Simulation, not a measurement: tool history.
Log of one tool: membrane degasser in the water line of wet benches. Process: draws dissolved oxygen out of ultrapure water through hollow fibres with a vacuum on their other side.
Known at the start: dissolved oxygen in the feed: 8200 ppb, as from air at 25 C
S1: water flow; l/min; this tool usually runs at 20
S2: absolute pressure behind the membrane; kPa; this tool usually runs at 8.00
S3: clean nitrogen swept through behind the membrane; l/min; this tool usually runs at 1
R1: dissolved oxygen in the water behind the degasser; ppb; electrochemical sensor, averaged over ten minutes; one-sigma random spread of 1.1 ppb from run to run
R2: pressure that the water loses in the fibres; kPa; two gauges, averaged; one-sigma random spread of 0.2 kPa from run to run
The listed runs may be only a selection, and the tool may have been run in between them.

| run | hour | S1 | S2 | S3 | R1 | R2 |
|---|---|---|---|---|---|---|
| 1 | 0.0 | 20 | 8.00 | 1 | 222.1 | 43.13 |
| 2 | 100.6 | 20 | 8.00 | 1 | 220.3 | 43.46 |
| 3 | 181.5 | 20 | 8.00 | 1 | 222.3 | 43.35 |
| 4 | 285.2 | 20 | 8.00 | 1 | 221.5 | 43.36 |
| 5 | 374.2 | 20 | 8.00 | 1 | 223.0 | 43.26 |
| 6 | 446.5 | 20 | 14.94 | 1 | 509.7 | 43.56 |
| 7 | 504.1 | 20 | 8.64 | 1 | 246.6 | 43.52 |
| 8 | 600.8 | 20 | 8.64 | 1 | 249.6 | 43.49 |
| 9 | 684.2 | 28 | 8.00 | 1 | 318.2 | 61.03 |
| 10 | 732.9 | 28 | 8.00 | 1 | 321.3 | 60.83 |
| 11 | 808.5 | 20 | 7.89 | 1 | 217.1 | 43.48 |
| 12 | 898.2 | 16 | 8.00 | 1 | 181.3 | 34.63 |
| 13 | 967.6 | 16 | 8.00 | 1 | 179.4 | 35.12 |

Run 14 comes next. What will it give?
| 14 | 1032.1 | 16 | 8.00 | 1 | ? | ? |

R1: 181.2 ppb
R2: 34.85 kPa
Had the tool carried no hidden state, the very same run would have given R1 174.1 ppb, R2 33.96 kPa.
